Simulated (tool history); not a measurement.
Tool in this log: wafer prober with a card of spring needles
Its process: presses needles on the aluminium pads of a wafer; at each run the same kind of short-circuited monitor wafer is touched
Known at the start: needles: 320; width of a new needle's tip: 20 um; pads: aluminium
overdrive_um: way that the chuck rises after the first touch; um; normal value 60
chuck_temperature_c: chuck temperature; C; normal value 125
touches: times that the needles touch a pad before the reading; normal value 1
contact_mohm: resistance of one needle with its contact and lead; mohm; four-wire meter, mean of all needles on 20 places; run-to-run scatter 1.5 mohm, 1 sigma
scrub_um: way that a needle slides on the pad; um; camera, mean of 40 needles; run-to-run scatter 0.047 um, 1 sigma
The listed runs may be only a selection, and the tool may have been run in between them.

{"run": 1, "hour": 0.0, "overdrive_um": 60, "chuck_temperature_c": 125, "touches": 1, "contact_mohm": 270, "scrub_um": 7.09}
{"hour": 1.6, "done": "tips cleaned on abrasive film"}
{"hour": 9.1, "done": "tips cleaned on abrasive film"}
{"hour": 16.6, "done": "tips cleaned on abrasive film"}
{"hour": 22.6, "done": "tips cleaned on abrasive film"}
{"run": 2, "hour": 23.7, "overdrive_um": 60, "chuck_temperature_c": 125, "touches": 1, "contact_mohm": 201, "scrub_um": 7.06}
{"hour": 29.7, "done": "tips cleaned on abrasive film"}
{"hour": 34.5, "done": "height of the first contact set anew"}
{"hour": 36.0, "done": "tips cleaned on abrasive film"}
{"hour": 43.5, "done": "tips cleaned on abrasive film"}
{"run": 3, "hour": 44.1, "overdrive_um": 60, "chuck_temperature_c": 125, "touches": 1, "contact_mohm": 185, "scrub_um": 6.87}
{"hour": 50.1, "done": "tips cleaned on abrasive film"}
{"hour": 56.2, "done": "tips cleaned on abrasive film"}
{"hour": 62.2, "done": "tips cleaned on abrasive film"}
{"hour": 68.2, "done": "tips cleaned on abrasive film"}
{"hour": 75.7, "done": "tips cleaned on abrasive film"}
{"run": 4, "hour": 80.5, "overdrive_um": 60, "chuck_temperature_c": 125, "touches": 1, "contact_mohm": 299, "scrub_um": 6.91}
{"hour": 82.1, "done": "tips cleaned on abrasive film"}
{"hour": 88.1, "done": "tips cleaned on abrasive film"}
{"hour": 94.1, "done": "tips cleaned on abrasive film"}
{"hour": 101.6, "done": "tips cleaned on abrasive film"}
{"hour": 104.8, "done": "height of the first contact set anew, once more"}
{"hour": 109.4, "done": "tips cleaned on abrasive film"}
{"run": 5, "hour": 113.8, "overdrive_um": 60, "chuck_temperature_c": 125, "touches": 1, "contact_mohm": 267, "scrub_um": 7.42}
{"hour": 116.8, "done": "tips cleaned on abrasive film"}
{"hour": 122.8, "done": "tips cleaned on abrasive film"}
{"hour": 128.9, "done": "tips cleaned on abrasive film"}
{"run": 6, "hour": 131.9, "overdrive_um": 60, "chuck_temperature_c": 125, "touches": 1, "contact_mohm": 226, "scrub_um": 7.5}
{"hour": 134.9, "done": "tips cleaned on abrasive film"}
{"hour": 140.9, "done": "tips cleaned on abrasive film"}
{"hour": 148.4, "done": "tips cleaned on abrasive film"}
{"hour": 155.0, "done": "tips cleaned on abrasive film"}
{"run": 7, "hour": 155.0, "overdrive_um": 65, "chuck_temperature_c": 125, "touches": 1, "contact_mohm": 149, "scrub_um": 8.07}
{"hour": 162.5, "done": "tips cleaned on abrasive film"}
{"hour": 168.5, "done": "tips cleaned on abrasive film"}
{"hour": 174.5, "done": "tips cleaned on abrasive film"}
{"hour": 182.0, "done": "tips cleaned on abrasive film"}
{"run": 8, "hour": 184.0, "overdrive_um": 63, "chuck_temperature_c": 125, "touches": 1, "contact_mohm": 211, "scrub_um": 7.71}
{"hour": 188.5, "done": "tips cleaned on abrasive film"}
{"hour": 194.5, "done": "tips cleaned on abrasive film"}
{"hour": 202.0, "done": "tips cleaned on abrasive film"}
{"run": 9, "hour": 206.0, "overdrive_um": 71, "chuck_temperature_c": 125, "touches": 1, "contact_mohm": 227, "scrub_um": 8.62}
{"hour": 209.1, "done": "tips cleaned on abrasive film"}
{"hour": 216.5, "done": "tips cleaned on abrasive film"}
{"hour": 224.0, "done": "tips cleaned on abrasive film"}
{"hour": 230.0, "done": "tips cleaned on abrasive film"}
{"hour": 237.5, "done": "tips cleaned on abrasive film"}
{"run": 10, "hour": 242.5, "overdrive_um": 65, "chuck_temperature_c": 125, "touches": 1, "contact_mohm": 265, "scrub_um": 7.99}
{"hour": 244.1, "done": "tips cleaned on abrasive film"}
{"hour": 250.1, "done": "tips cleaned on abrasive film"}
{"hour": 257.6, "done": "tips cleaned on abrasive film"}
{"hour": 263.6, "done": "tips cleaned on abrasive film"}
{"run": 11, "hour": 264.1, "overdrive_um": 60, "chuck_temperature_c": 84, "touches": 1, "contact_mohm": 167, "scrub_um": 7.25}
{"hour": 270.2, "done": "tips cleaned on abrasive film"}
{"hour": 276.2, "done": "tips cleaned on abrasive film"}
{"hour": 282.2, "done": "tips cleaned on abrasive film"}
{"run": 12, "hour": 286.9, "overdrive_um": 60, "chuck_temperature_c": 125, "touches": 1, "contact_mohm": 270, "scrub_um": 7.21}
{"hour": 288.5, "done": "tips cleaned on abrasive film"}
{"hour": 294.5, "done": "tips cleaned on abrasive film"}
{"hour": 302.0, "done": "tips cleaned on abrasive film"}
{"run": 13, "hour": 307.2, "overdrive_um": 60, "chuck_temperature_c": 125, "touches": 1, "contact_mohm": 288, "scrub_um": 7.24}
{"hour": 308.7, "done": "tips cleaned on abrasive film"}
{"hour": 316.2, "done": "tips cleaned on abrasive film"}
{"hour": 323.7, "done": "tips cleaned on abrasive film"}
{"run": 14, "hour": 327.6, "overdrive_um": 45, "chuck_temperature_c": 67, "touches": 1, "contact_mohm": 376, "scrub_um": 5.37}
{"hour": 330.6, "done": "tips cleaned on abrasive film"}
{"hour": 336.7, "done": "tips cleaned on abrasive film"}
{"hour": 342.7, "done": "tips cleaned on abrasive film"}
{"run": 15, "hour": 345.3, "overdrive_um": 43, "chuck_temperature_c": 125, "touches": 2, "contact_mohm": 263, "scrub_um": 5.07}
{"hour": 349.8, "done": "tips cleaned on abrasive film"}
{"hour": 355.8, "done": "tips cleaned on abrasive film"}
{"hour": 363.3, "done": "tips cleaned on abrasive film"}
{"hour": 369.3, "done": "tips cleaned on abrasive film"}
{"hour": 376.8, "done": "tips cleaned on abrasive film"}
{"run": 16, "hour": 381.6, "overdrive_um": 43, "chuck_temperature_c": 125, "touches": 1, "contact_mohm": 431, "scrub_um": 5.06}
{"hour": 383.2, "done": "tips cleaned on abrasive film"}
{"hour": 389.2, "done": "tips cleaned on abrasive film"}
{"hour": 396.7, "done": "tips cleaned on abrasive film"}
{"hour": 404.2, "done": "tips cleaned on abrasive film"}
{"hour": 410.2, "done": "tips cleaned on abrasive film"}
{"hour": 416.8, "done": "tips cleaned on abrasive film"}
{"run": 17, "hour": 416.8, "overdrive_um": 42, "chuck_temperature_c": 125, "touches": 1, "contact_mohm": 174, "scrub_um": 4.94}
{"hour": 424.3, "done": "tips cleaned on abrasive film"}
{"hour": 431.8, "done": "tips cleaned on abrasive film"}
{"run": 18, "hour": 435.8, "overdrive_um": 52, "chuck_temperature_c": 125, "touches": 1, "contact_mohm": 346, "scrub_um": 6.05}
{"hour": 438.9, "done": "tips cleaned on abrasive film"}
{"hour": 444.9, "done": "tips cleaned on abrasive film"}
{"hour": 450.9, "done": "tips cleaned on abrasive film"}
{"hour": 458.4, "done": "tips cleaned on abrasive film"}
{"hour": 465.9, "done": "tips cleaned on abrasive film"}
{"run": 19, "hour": 467.6, "overdrive_um": 60, "chuck_temperature_c": 117, "touches": 2, "contact_mohm": 194, "scrub_um": 7.04}
{"hour": 472.2, "done": "tips cleaned on abrasive film"}
{"hour": 478.2, "done": "tips cleaned on abrasive film"}
{"hour": 485.7, "done": "tips cleaned on abrasive film"}
{"hour": 491.7, "done": "tips cleaned on abrasive film"}
{"hour": 498.1, "done": "tips cleaned on abrasive film"}
{"run": 20, "hour": 498.1, "overdrive_um": 60, "chuck_temperature_c": 117, "touches": 2, "contact_mohm": 150, "scrub_um": 6.99}
{"hour": 502.8, "done": "height of the first contact set anew"}
{"hour": 505.9, "done": "tips cleaned on abrasive film"}
{"hour": 513.4, "done": "tips cleaned on abrasive film"}
{"hour": 519.4, "done": "tips cleaned on abrasive film"}
{"hour": 525.4, "done": "tips cleaned on abrasive film"}
{"run": 21, "hour": 530.9, "overdrive_um": 41, "chuck_temperature_c": 26, "touches": 2, "contact_mohm": 347, "scrub_um": 5.06}
{"hour": 532.5, "done": "tips cleaned on abrasive film"}
{"hour": 538.5, "done": "tips cleaned on abrasive film"}
{"hour": 544.5, "done": "tips cleaned on abrasive film"}
{"hour": 550.5, "done": "tips cleaned on abrasive film"}
{"hour": 556.5, "done": "tips cleaned on abrasive film"}
{"hour": 564.0, "done": "tips cleaned on abrasive film"}
{"run": 22, "hour": 569.4, "overdrive_um": 48, "chuck_temperature_c": 125, "touches": 2, "contact_mohm": 285, "scrub_um": 5.87}
{"hour": 570.9, "done": "tips cleaned on abrasive film"}
{"hour": 576.9, "done": "tips cleaned on abrasive film"}
{"hour": 584.4, "done": "tips cleaned on abrasive film"}
{"hour": 591.9, "done": "tips cleaned on abrasive film"}
{"run": 23, "hour": 594.9, "overdrive_um": 73, "chuck_temperature_c": 73, "touches": 1, "contact_mohm": 205, "scrub_um": 8.87}
{"hour": 598.0, "done": "tips cleaned on abrasive film"}
{"hour": 605.5, "done": "tips cleaned on abrasive film"}
{"hour": 611.5, "done": "tips cleaned on abrasive film"}
{"hour": 617.5, "done": "tips cleaned on abrasive film"}
{"run": 24, "hour": 620.6, "overdrive_um": 71, "chuck_temperature_c": 103, "touches": 1, "contact_mohm": 219, "scrub_um": 8.59}
{"hour": 623.6, "done": "tips cleaned on abrasive film"}
{"hour": 629.6, "done": "tips cleaned on abrasive film"}
{"hour": 635.7, "done": "tips cleaned on abrasive film"}
{"hour": 641.7, "done": "tips cleaned on abrasive film"}
{"hour": 649.1, "done": "tips cleaned on abrasive film"}
{"run": 25, "hour": 649.1, "overdrive_um": 71, "chuck_temperature_c": 118, "touches": 1, "contact_mohm": 144, "scrub_um": 8.55}

Table of differences, measured result less the result of that run with no hidden state. Run-to-run variation is the same in both. Gauge scatter possibly is not:
Unlogged tool condition in this case: debris on the tips, nm; way that the needles fall short of the set height, um; tips' diameter, um; drift of the gauge itself on contact_mohm, %; drift of the gauge itself on scrub_um, %.
run=1 contact_mohm=+137 scrub_um=-0.38
run=2 contact_mohm=+67 scrub_um=-0.41
run=3 contact_mohm=+51 scrub_um=-0.54
run=4 contact_mohm=+164 scrub_um=-0.58
run=5 contact_mohm=+132 scrub_um=-0.01
run=6 contact_mohm=+93 scrub_um=-0.02
run=7 contact_mohm=+18 scrub_um=-0.06
run=8 contact_mohm=+79 scrub_um=-0.08
run=9 contact_mohm=+96 scrub_um=-0.1
run=10 contact_mohm=+132 scrub_um=-0.14
run=11 contact_mohm=+39 scrub_um=-0.17
run=12 contact_mohm=+136 scrub_um=-0.2
run=13 contact_mohm=+154 scrub_um=-0.22
run=14 contact_mohm=+244 scrub_um=-0.24
run=15 contact_mohm=+122 scrub_um=-0.26
run=16 contact_mohm=+291 scrub_um=-0.3
run=17 contact_mohm=+34 scrub_um=-0.34
run=18 contact_mohm=+210 scrub_um=-0.35
run=19 contact_mohm=+60 scrub_um=-0.39
run=20 contact_mohm=+16 scrub_um=-0.43
run=21 contact_mohm=+220 scrub_um=-0.03
run=22 contact_mohm=+147 scrub_um=-0.07
run=23 contact_mohm=+80 scrub_um=-0.1
run=24 contact_mohm=+94 scrub_um=-0.12
run=25 contact_mohm=+14 scrub_um=-0.17

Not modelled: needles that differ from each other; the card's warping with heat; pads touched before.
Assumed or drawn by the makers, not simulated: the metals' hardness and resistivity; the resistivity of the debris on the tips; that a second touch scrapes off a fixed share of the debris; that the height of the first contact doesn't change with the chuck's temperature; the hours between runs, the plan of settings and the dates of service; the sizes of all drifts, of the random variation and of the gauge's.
